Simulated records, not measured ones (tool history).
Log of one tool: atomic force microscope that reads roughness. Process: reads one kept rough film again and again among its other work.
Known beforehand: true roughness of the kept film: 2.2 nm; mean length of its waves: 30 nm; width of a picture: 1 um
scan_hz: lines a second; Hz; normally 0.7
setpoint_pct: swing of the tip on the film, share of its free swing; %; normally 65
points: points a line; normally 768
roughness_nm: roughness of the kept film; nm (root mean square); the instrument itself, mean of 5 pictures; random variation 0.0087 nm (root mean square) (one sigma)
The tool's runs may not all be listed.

run	hour	scan_hz	setpoint_pct	points	roughness_nm
1	0	0.7	65	768	1.871
2	28.2	0.917	65	768	1.574
# hour 51.2: new tip fitted
3	64.1	0.917	65	768	1.744
4	94.3	0.917	65	768	1.48
# hour 107.1: new tip fitted
5	122.8	0.917	65	768	1.731
# hour 161.3: new tip fitted
6	161.3	0.7	65	768	1.919
7	193.9	0.7	65	768	1.589
# hour 217.6: new tip fitted
8	229.2	0.7	65	768	1.793
9	251.4	0.7	65	768	1.58
10	269.3	0.7	65	768	1.446
# hour 272: new tip fitted
11	307.2	0.7	61	768	1.59
# hour 327.2: new tip fitted
12	344.4	0.7	63	768	1.754
13	368.7	0.7	65	768	1.527
# hour 381.6: new tip fitted
14	404.9	0.7	65	768	1.671
15	420.6	0.7	65	768	1.512
# hour 436.2: new tip fitted
16	457	0.7	73	768	1.679
17	473.1	0.7	65	768	1.576
# hour 491: new tip fitted
18	504.8	0.7	65	768	1.788
19	537.4	1.333	65	768	1.411
# hour 547.2: new tip fitted
20	571.4	1.333	65	768	1.64
# hour 601.5: new tip fitted
21	608.9	2.274	65	768	1.73
22	639.8	2.274	65	768	1.478
# hour 656.2: new tip fitted
23	664.2	3.349	83	454	1.305
24	690.9	3.627	67	275	1.335
# hour 710.9: new tip fitted
25	714.7	3.627	67	275	1.611
26	735.2	0.908	70	395	1.633
# hour 765.8: new tip fitted
27	765.8	3.87	70	395	1.567
28	788.7	3.87	70	395	1.369
# hour 793.2: height scale calibrated on a step standard
29	818	3.87	70	395	1.202
# hour 821.5: new tip fitted
30	846.7	3.87	70	395	1.339
# hour 869.7: height scale calibrated on a step standard, once more
# hour 875.7: new tip fitted
31	883.2	3.87	70	395	1.5
32	918.9	1.887	83	675	1.282
# hour 930.3: new tip fitted
33	956.8	1.887	83	675	1.365
# hour 984.9: new tip fitted
34	991.4	2.636	55	882	1.803
35	1014.3	2.636	55	286	1.563
# hour 1039.2: new tip fitted
36	1039.2	2.636	55	286	1.835
37	1060.2	2.636	55	286	1.65
38	1087.2	0.863	69	375	1.458
# hour 1093.6: new tip fitted
39	1105.8	0.7	63	309	1.778
40	1129.6	2.014	60	768	1.526
# hour 1149.6: new tip fitted
41	1163.8	1.278	58	641	1.737

Forecast each of these 4 alternatives for the next run:
A	1195.3	1.16	60	964	?
B	1195.3	0.927	82	662	?
C	1195.3	1.049	61	370	?
D	1195.3	3.027	58	641	?

run	roughness_nm
A	1.482
B	1.371
C	1.48
D	1.417
Without the tool's unlogged condition, the same runs would have read:
run	roughness_nm
A	1.92
B	1.779
C	1.917
D	1.836
